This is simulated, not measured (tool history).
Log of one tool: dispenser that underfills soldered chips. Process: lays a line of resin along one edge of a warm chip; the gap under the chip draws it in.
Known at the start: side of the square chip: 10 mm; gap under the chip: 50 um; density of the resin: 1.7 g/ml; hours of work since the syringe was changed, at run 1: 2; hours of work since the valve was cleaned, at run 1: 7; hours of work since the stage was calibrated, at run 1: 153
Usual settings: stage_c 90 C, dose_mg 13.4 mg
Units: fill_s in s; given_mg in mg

run,day,stage_c,dose_mg,hours of work since the syringe was changed,hours of work since the valve was cleaned,hours of work since the stage was calibrated,fill_s,given_mg
1,0.000,90,13.4,2,7,153,146.3,13.35
2,0.300,90,13.4,7,11,158,212.8,13.32
# day 0.504: new syringe of resin
3,0.650,90,13.4,2,16,163,146.2,13.27
4,0.850,90,14.3,5,19,166,188.7,14.16
5,1.121,80,13.4,9,23,170,421.6,13.29
# day 1.158: new syringe of resin
6,1.421,80,13.4,4,28,174,274.0,13.30
7,1.775,85,13.4,9,33,179,328.9,13.15
# day 1.821: new syringe of resin
8,1.954,78,13.4,2,35,182,263.5,13.19
9,2.171,78,13.4,5,39,185,345.5,13.31
10,2.433,90,13.4,9,43,189,258.9,13.24
# day 2.475: new syringe of resin
11,2.750,90,13.4,4,47,194,175.6,13.14
12,2.958,86,13.4,7,50,197,271.7,13.20
# day 3.125: new syringe of resin
13,3.304,86,13.4,3,55,202,194.7,13.09
14,3.608,86,13.4,7,60,206,273.4,13.12
# day 3.767: new syringe of resin
15,3.862,90,16.7,1,63,210,142.6,16.26
16,4.196,90,16.7,6,68,215,209.7,16.27
17,4.379,90,16.5,9,71,218,261.1,15.86
# day 4.408: new syringe of resin
18,4.596,90,16.5,3,74,221,157.0,16.04
19,4.846,97,15.7,7,78,224,154.2,15.20
# day 5.062: new syringe of resin
20,5.112,97,15.7,1,82,228,96.5,15.17
21,5.279,80,12.6,3,84,231,269.1,12.16
22,5.608,84,14.3,8,89,235,324.4,13.69
# day 5.700: new syringe of resin
23,6.012,84,14.3,5,95,241,242.6,13.84
24,6.200,84,14.3,7,98,244,302.4,13.77
# day 6.354: new syringe of resin
25,6.446,101,15.1,1,101,248,86.9,14.60
26,6.679,101,15.1,5,105,251,113.7,14.33
# day 7.000: new syringe of resin
27,7.000,98,11.4,0,109,256,94.0,10.98
28,7.342,92,13.4,5,114,261,177.3,12.80
# day 7.658: new syringe of resin
29,7.733,90,14.3,1,120,266,138.5,13.79
30,8.050,90,14.7,6,125,271,201.0,13.85
31,8.246,103,16.5,9,127,274,140.1,15.78
# day 8.308: new syringe of resin
32,8.417,76,15.7,2,130,276,292.4,14.80
33,8.812,103,16.6,7,136,282,125.3,15.90
# day 8.954: new syringe of resin
34,9.133,103,16.6,3,140,287,87.3,15.72
# day 9.358: dispensing valve cleaned and set on the balance
35,9.379,88,14.1,6,0,290,223.1,13.98

Measured less the same run without the tool's hidden state. The same run-to-run variation is in both; the gauge's scatter may not be:
The hidden state here: resin's viscosity, % of fresh resin's; dose that the valve gives, % of what is set; true chip temperature over the reading, C; drift of the gauge itself on fill_s, %; drift of the gauge itself on given_mg, %.
run,fill_s,given_mg
1,+28.4,-0.04
2,+91.6,-0.07
3,+27.4,-0.10
4,+67.0,-0.12
5,+224.6,-0.13
6,+85.1,-0.16
7,+178.5,-0.18
8,+50.5,-0.19
9,+128.2,-0.21
10,+138.6,-0.23
11,+55.2,-0.25
12,+125.2,-0.27
13,+47.9,-0.30
14,+128.8,-0.32
15,+23.2,-0.42
16,+89.9,-0.46
17,+141.4,-0.45
18,+38.1,-0.48
19,+66.9,-0.47
20,+11.2,-0.50
21,+75.3,-0.41
22,+164.3,-0.49
23,+84.0,-0.52
24,+143.8,-0.53
25,+15.0,-0.59
26,+42.0,-0.61
27,+7.8,-0.48
28,+67.5,-0.59
29,+20.1,-0.66
30,+81.7,-0.70
31,+73.4,-0.81
32,+55.4,-0.78
33,+60.7,-0.87
34,+21.7,-0.89
35,+91.3,-0.02

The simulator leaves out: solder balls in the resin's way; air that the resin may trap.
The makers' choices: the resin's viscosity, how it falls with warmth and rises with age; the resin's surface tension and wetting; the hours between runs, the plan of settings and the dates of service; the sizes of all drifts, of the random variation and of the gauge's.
